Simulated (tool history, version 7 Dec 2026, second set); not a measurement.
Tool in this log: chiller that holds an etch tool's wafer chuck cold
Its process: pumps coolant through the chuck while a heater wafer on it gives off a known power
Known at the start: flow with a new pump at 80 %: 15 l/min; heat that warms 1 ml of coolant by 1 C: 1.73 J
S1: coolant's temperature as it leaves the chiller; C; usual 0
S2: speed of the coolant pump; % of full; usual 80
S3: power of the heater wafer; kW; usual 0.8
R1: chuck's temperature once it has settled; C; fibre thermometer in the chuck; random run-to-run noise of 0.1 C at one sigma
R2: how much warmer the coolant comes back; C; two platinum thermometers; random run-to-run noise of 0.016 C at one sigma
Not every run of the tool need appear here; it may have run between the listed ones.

Run 1, day 0: usual settings. Result: R1 6.2 C, R2 1.91 C.
Run 2, day 1.929: usual settings. Result: R1 6.2 C, R2 1.88 C.
Run 3, day 3.154: usual settings but S2 96 % of full. Result: R1 5.3 C, R2 1.57 C.
Run 4, day 4.512: usual settings but S2 96 % of full. Result: R1 5.2 C, R2 1.59 C.
Run 5, day 5.638: usual settings but S2 96 % of full. Result: R1 5.2 C, R2 1.58 C.
Run 6, day 6.762: usual settings but S2 96 % of full. Result: R1 5.3 C, R2 1.61 C.
Run 7, day 7.75: usual settings but S2 96 % of full. Result: R1 5.3 C, R2 1.55 C.
Run 8, day 9.188: usual settings but S2 96 % of full. Result: R1 5.3 C, R2 1.58 C.
Run 9, day 10.583: usual settings but S3 0.428 kW. Result: R1 3.6 C, R2 1.02 C.
Run 10, day 12.133: usual settings but S1 8 C. Result: R1 14.2 C, R2 1.89 C.
Run 11, day 13.654: usual settings but S1 -5 C, S3 1.1 kW. Result: R1 3.3 C, R2 2.63 C.
At day 13.862: chiller's thermometer calibrated.
Run 12, day 15.608: usual settings but S1 -4 C, S2 71 % of full, S3 0.416 kW. Result: R1 -0.2 C, R2 1.14 C.
Run 13, day 17.696: usual settings but S1 4 C, S2 71 % of full, S3 0.535 kW. Result: R1 8.7 C, R2 1.45 C.
Run 14, day 19.617: usual settings but S1 4 C, S2 71 % of full, S3 0.535 kW. Result: R1 8.9 C, R2 1.43 C.
Run 15, day 21.842: usual settings but S1 4 C, S2 71 % of full, S3 0.535 kW. Result: R1 8.8 C, R2 1.44 C.
Run 16, day 23.404: usual settings but S1 9 C, S2 98 % of full, S3 0.916 kW. Result: R1 15.2 C, R2 1.76 C.
At day 24.554: chiller's thermometer calibrated, once more.
Run 17, day 25.279: usual settings but S1 -4 C, S3 0.644 kW. Result: R1 1 C, R2 1.53 C.
Run 18, day 27.312: usual settings but S3 0.731 kW. Result: R1 5.6 C, R2 1.74 C.
Run 19, day 29.475: usual settings but S2 81 % of full, S3 0.916 kW. Result: R1 7 C, R2 2.18 C.

Forecast each of these 4 alternatives for the next run:
Run A, day 30.425: usual settings but S1 6 C, S3 0.61 kW. Result: R1 ?, R2 ?.
Run B, day 30.425: usual settings but S1 7 C, S2 61 % of full, S3 0.515 kW. Result: R1 ?, R2 ?.
Run C, day 30.425: usual settings but S3 0.899 kW. Result: R1 ?, R2 ?.
Run D, day 30.425: usual settings but S1 -6 C, S2 81 % of full, S3 0.707 kW. Result: R1 ?, R2 ?.

run    R1    R2
  A  10.7  1.49
  B  12.1  1.63
  C   6.8  2.17
  D  -0.8  1.65
Had the tool no hidden state, the same runs would have come out as:
run    R1    R2
  A  10.3  1.44
  B  11.7  1.58
  C   6.2   2.1
  D  -1.3   1.6
